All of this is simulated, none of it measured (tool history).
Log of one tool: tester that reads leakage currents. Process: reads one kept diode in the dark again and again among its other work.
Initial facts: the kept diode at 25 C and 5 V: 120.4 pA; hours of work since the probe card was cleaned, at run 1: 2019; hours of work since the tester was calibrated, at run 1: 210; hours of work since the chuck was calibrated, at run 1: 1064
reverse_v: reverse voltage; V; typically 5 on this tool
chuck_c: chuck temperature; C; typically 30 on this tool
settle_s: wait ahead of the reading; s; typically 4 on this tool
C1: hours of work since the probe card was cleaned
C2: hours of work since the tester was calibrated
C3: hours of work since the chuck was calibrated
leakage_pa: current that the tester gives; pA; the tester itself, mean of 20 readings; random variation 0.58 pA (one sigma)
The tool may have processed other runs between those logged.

Run 1, hour 0: usual settings; C1 2019; C2 210; C3 1064. Result: leakage_pa 175.68 pA.
Run 2, hour 35.4: usual settings; C1 2042; C2 234; C3 1088. Result: leakage_pa 174.69 pA.
Run 3, hour 87.6: usual settings; C1 2077; C2 269; C3 1123. Result: leakage_pa 175.12 pA.
Run 4, hour 144: usual settings but reverse_v 13.75 V; C1 2115; C2 306; C3 1160. Result: leakage_pa 310.57 pA.
Run 5, hour 194: usual settings; C1 2148; C2 340; C3 1194. Result: leakage_pa 172.71 pA.
Run 6, hour 219.6: usual settings; C1 2165; C2 357; C3 1211. Result: leakage_pa 172.35 pA.
Run 7, hour 248.8: usual settings; C1 2184; C2 376; C3 1230. Result: leakage_pa 170.56 pA.
Run 8, hour 279.9: usual settings; C1 2205; C2 397; C3 1251. Result: leakage_pa 171.63 pA.
Run 9, hour 323.4: usual settings; C1 2234; C2 426; C3 1280. Result: leakage_pa 171.12 pA.
Run 10, hour 370: usual settings; C1 2265; C2 457; C3 1311. Result: leakage_pa 171.08 pA.
Run 11, hour 403.7: usual settings but reverse_v 5.76 V; C1 2288; C2 479; C3 1333. Result: leakage_pa 186.16 pA.
Run 12, hour 455: usual settings but reverse_v 5.76 V; C1 2322; C2 514; C3 1367. Result: leakage_pa 185.33 pA.
Run 13, hour 491.5: usual settings but reverse_v 5.76 V, chuck_c 22 C; C1 2346; C2 538; C3 1392. Result: leakage_pa 90.3 pA.
Run 14, hour 518.6: usual settings but reverse_v 5.21 V, chuck_c 22 C; C1 2364; C2 556; C3 1410. Result: leakage_pa 84.96 pA.
Run 15, hour 554.3: usual settings but reverse_v 5.21 V, chuck_c 22 C; C1 2388; C2 580; C3 1434. Result: leakage_pa 85.3 pA.
Run 16, hour 585.6: usual settings but reverse_v 5.21 V, chuck_c 22 C; C1 2409; C2 601; C3 1454. Result: leakage_pa 84.81 pA.
Run 17, hour 609.1: usual settings but reverse_v 5.21 V, chuck_c 22 C; C1 2424; C2 616; C3 1470. Result: leakage_pa 84.76 pA.
Run 18, hour 643.5: usual settings; C1 2447; C2 639; C3 1493. Result: leakage_pa 167.61 pA.
At hour 650.3: chuck's temperature calibrated.
Run 19, hour 675.4: usual settings; C1 2467; C2 659; C3 17. Result: leakage_pa 194.95 pA.
Run 20, hour 727.4: usual settings but reverse_v 10.22 V, chuck_c 49 C, settle_s 4.24 s; C1 2502; C2 694; C3 51. Result: leakage_pa 1448.73 pA.
Run 21, hour 761.4: usual settings but reverse_v 2.51 V, chuck_c 43 C, settle_s 2.84 s; C1 2525; C2 716; C3 74. Result: leakage_pa 399.99 pA.
Run 22, hour 813.3: usual settings but reverse_v 2.51 V, chuck_c 43 C, settle_s 2.84 s; C1 2559; C2 751; C3 109. Result: leakage_pa 401.21 pA.
Run 23, hour 857.7: usual settings but reverse_v 8.47 V, chuck_c 27 C, settle_s 0.31 s; C1 2589; C2 781; C3 138. Result: leakage_pa 205.87 pA.
Run 24, hour 892.8: usual settings but reverse_v 18.31 V, chuck_c 54 C, settle_s 1.89 s; C1 2612; C2 804; C3 162. Result: leakage_pa 2951.9 pA.
Run 25, hour 941.4: usual settings but reverse_v 2.58 V, chuck_c 29 C, settle_s 0.79 s; C1 2645; C2 836; C3 194. Result: leakage_pa 121.22 pA.
Run 26, hour 967.2: usual settings but reverse_v 2.58 V, chuck_c 29 C, settle_s 0.79 s; C1 2662; C2 853; C3 211. Result: leakage_pa 120.7 pA.
Run 27, hour 1019.6: usual settings but reverse_v 9.52 V, chuck_c 42 C, settle_s 7.01 s; C1 2697; C2 888; C3 246. Result: leakage_pa 774.09 pA.
Run 28, hour 1073.2: usual settings but chuck_c 24 C, settle_s 4.08 s; C1 2732; C2 924; C3 282. Result: leakage_pa 112.69 pA.
Run 29, hour 1128.4: usual settings but reverse_v 4.05 V, chuck_c 46 C, settle_s 0.53 s; C1 2769; C2 961; C3 319. Result: leakage_pa 658.89 pA.
Run 30, hour 1181.4: usual settings but reverse_v 11.87 V, settle_s 0.38 s; C1 2804; C2 996; C3 354. Result: leakage_pa 316.48 pA.

Expected results for the next run?
Run 31, hour 1226: usual settings but reverse_v 10.16 V, chuck_c 59 C, settle_s 0.57 s; C1 2834; C2 1026; C3 384. Result: leakage_pa ?.

{"run 31": {"leakage_pa": 3037.1}}
Were there no unlogged condition in the tool, this run, its random variation unchanged, would have produced leakage_pa 3152.69 pA.
